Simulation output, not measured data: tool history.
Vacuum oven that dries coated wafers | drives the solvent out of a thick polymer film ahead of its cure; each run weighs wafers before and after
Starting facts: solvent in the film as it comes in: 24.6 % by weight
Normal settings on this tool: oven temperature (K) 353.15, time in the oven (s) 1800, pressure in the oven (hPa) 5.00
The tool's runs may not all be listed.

Run 1, day 0.000: usual settings. Result: solvent left in the film (%) 2.74.
Run 2, day 0.733: usual settings. Result: solvent left in the film (%) 2.71.
Run 3, day 1.612: usual settings. Result: solvent left in the film (%) 2.88.
Run 4, day 2.471: usual settings. Result: solvent left in the film (%) 2.74.
Run 5, day 3.271: usual settings but oven temperature (K) 362.15. Result: solvent left in the film (%) 0.66.
Run 6, day 4.158: usual settings but oven temperature (K) 362.15. Result: solvent left in the film (%) 0.65.
Run 7, day 4.850: usual settings. Result: solvent left in the film (%) 2.74.
Run 8, day 5.383: usual settings but oven temperature (K) 340.15. Result: solvent left in the film (%) 9.62.
Run 9, day 5.871: usual settings but oven temperature (K) 340.15. Result: solvent left in the film (%) 9.71.
Run 10, day 6.446: usual settings. Result: solvent left in the film (%) 2.72.
Run 11, day 6.846: usual settings but pressure in the oven (hPa) 19.76. Result: solvent left in the film (%) 3.65.
Run 12, day 7.233: usual settings but oven temperature (K) 360.15. Result: solvent left in the film (%) 0.97.
At day 7.367: vacuum gauge cleaned of residue and calibrated.
Run 13, day 7.879: usual settings but oven temperature (K) 366.15. Result: solvent left in the film (%) 0.49.
Run 14, day 8.504: usual settings but time in the oven (s) 1860. Result: solvent left in the film (%) 2.64.
Run 15, day 9.258: usual settings but oven temperature (K) 341.15, time in the oven (s) 2880. Result: solvent left in the film (%) 5.51.
Run 16, day 10.125: usual settings but oven temperature (K) 348.15, pressure in the oven (hPa) 18.11. Result: solvent left in the film (%) 5.92.
At day 10.404: vacuum gauge cleaned of residue and calibrated, once more.
Run 17, day 10.558: usual settings but oven temperature (K) 360.15, time in the oven (s) 1680, pressure in the oven (hPa) 7.27. Result: solvent left in the film (%) 0.92.
Run 18, day 11.400: usual settings but oven temperature (K) 344.15. Result: solvent left in the film (%) 6.90.
Run 19, day 12.312: usual settings but oven temperature (K) 368.15, time in the oven (s) 1680, pressure in the oven (hPa) 2.66. Result: solvent left in the film (%) 0.18.
Run 20, day 12.896: usual settings but oven temperature (K) 362.15, time in the oven (s) 1680, pressure in the oven (hPa) 3.77. Result: solvent left in the film (%) 0.61.
Run 21, day 13.679: usual settings but time in the oven (s) 1860, pressure in the oven (hPa) 5.80. Result: solvent left in the film (%) 2.44.
Run 22, day 14.125: usual settings but oven temperature (K) 343.15, time in the oven (s) 2400, pressure in the oven (hPa) 12.65. Result: solvent left in the film (%) 6.16.
Run 23, day 14.721: usual settings but time in the oven (s) 2040, pressure in the oven (hPa) 3.54. Result: solvent left in the film (%) 1.87.
Run 24, day 15.588: usual settings but time in the oven (s) 2040, pressure in the oven (hPa) 3.54. Result: solvent left in the film (%) 1.89.
Run 25, day 16.079: usual settings but oven temperature (K) 348.15, pressure in the oven (hPa) 11.75. Result: solvent left in the film (%) 5.20.
Run 26, day 16.983: usual settings but oven temperature (K) 348.15, pressure in the oven (hPa) 11.75. Result: solvent left in the film (%) 5.22.
Run 27, day 17.442: usual settings but oven temperature (K) 365.15, pressure in the oven (hPa) 7.29. Result: solvent left in the film (%) 0.47.
Run 28, day 18.338: usual settings but oven temperature (K) 351.15, time in the oven (s) 2820, pressure in the oven (hPa) 3.99. Result: solvent left in the film (%) 1.32.

4 options for the next run, each taken on its own from the tool as it stands now. Forecast them:
Run A, day 18.892: usual settings but oven temperature (K) 347.15, time in the oven (s) 2340, pressure in the oven (hPa) 12.93. Result: solvent left in the film (%) ?.
Run B, day 18.892: usual settings but oven temperature (K) 351.15, time in the oven (s) 2820, pressure in the oven (hPa) 3.46. Result: solvent left in the film (%) ?.
Run C, day 18.892: usual settings but pressure in the oven (hPa) 2.59. Result: solvent left in the film (%) ?.
Run D, day 18.892: usual settings but oven temperature (K) 365.15, pressure in the oven (hPa) 13.34. Result: solvent left in the film (%) ?.

run  solvent left in the film (%)
  A                          4.08
  B                          1.28
  C                          2.26
  D                          0.72
What these runs would have given with no unlogged condition in the tool:
run  solvent left in the film (%)
  A                          4.58
  B                          1.51
  C                          2.64
  D                          0.76
